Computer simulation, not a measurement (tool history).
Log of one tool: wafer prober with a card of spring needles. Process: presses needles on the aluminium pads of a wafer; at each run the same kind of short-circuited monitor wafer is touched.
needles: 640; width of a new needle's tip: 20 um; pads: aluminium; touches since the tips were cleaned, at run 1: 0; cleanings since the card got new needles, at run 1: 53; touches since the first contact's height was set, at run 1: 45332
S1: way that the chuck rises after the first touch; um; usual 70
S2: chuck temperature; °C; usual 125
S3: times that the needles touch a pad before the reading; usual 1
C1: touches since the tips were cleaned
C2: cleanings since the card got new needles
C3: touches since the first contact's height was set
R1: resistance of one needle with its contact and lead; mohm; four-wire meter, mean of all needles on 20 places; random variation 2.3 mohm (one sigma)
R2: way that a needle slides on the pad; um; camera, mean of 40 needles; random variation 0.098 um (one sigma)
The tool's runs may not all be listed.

run 1 day=0 | S1=70 S2=125 S3=1 | C1=0 C2=53 C3=45332 | R1=258 R2=17.9
-- day=0.946 tips cleaned on abrasive film
run 2 day=1.188 | S1=70 S2=125 S3=1 | C1=1610 C2=54 C3=53273 | R1=257 R2=17.94
-- day=1.892 tips cleaned on abrasive film
run 3 day=2.554 | S1=70 S2=125 S3=1 | C1=4450 C2=55 C3=62434 | R1=265 R2=17.97
-- day=2.796 tips cleaned on abrasive film
-- day=3.762 tips cleaned on abrasive film
run 4 day=3.762 | S1=70 S2=125 S3=1 | C1=0 C2=57 C3=70518 | R1=261 R2=17.96
-- day=4.717 tips cleaned on abrasive film
run 5 day=5 | S1=70 S2=125 S3=1 | C1=1930 C2=58 C3=78813 | R1=259 R2=18.06
-- day=5.717 tips cleaned on abrasive film
run 6 day=5.938 | S1=70 S2=125 S3=1 | C1=1482 C2=59 C3=85073 | R1=255 R2=17.9
-- day=6.65 tips cleaned on abrasive film
run 7 day=7.192 | S1=70 S2=92 S3=2 | C1=3648 C2=60 C3=93485 | R1=248 R2=18
-- day=7.6 tips cleaned on abrasive film
run 8 day=8.283 | S1=56 S2=94 S3=1 | C1=4594 C2=61 C3=100779 | R1=255 R2=14.41
-- day=8.604 tips cleaned on abrasive film
-- day=9.558 tips cleaned on abrasive film
run 9 day=9.558 | S1=70 S2=45 S3=2 | C1=0 C2=63 C3=109299 | R1=236 R2=18.07
-- day=10.45 tips cleaned on abrasive film
run 10 day=10.592 | S1=78 S2=69 S3=1 | C1=953 C2=64 C3=116217 | R1=242 R2=20.16
-- day=11.354 tips cleaned on abrasive film
-- day=12.312 tips cleaned on abrasive film
run 11 day=12.312 | S1=78 S2=70 S3=2 | C1=0 C2=66 C3=127740 | R1=244 R2=20.14

Measured less the same run without the tool's hidden state. The same run-to-run variation is in both; the gauge's scatter may not be:
The tool's hidden condition here consists of: debris on the tips, nm; way that the needles fall short of the set height, um; tips' diameter, um; drift of the gauge itself on contact_mohm, %; drift of the gauge itself on scrub_um, %.
run=1 R2=+0
run=2 R2=+0.01
run=3 R2=+0.02
run=4 R2=+0.04
run=5 R2=+0.04
run=6 R2=+0.05
run=7 R2=+0.06
run=8 R2=+0.06
run=9 R2=+0.09
run=10 R2=+0.11
run=11 R2=+0.13
R1: at most 1 mohm away from the measurement, every run.
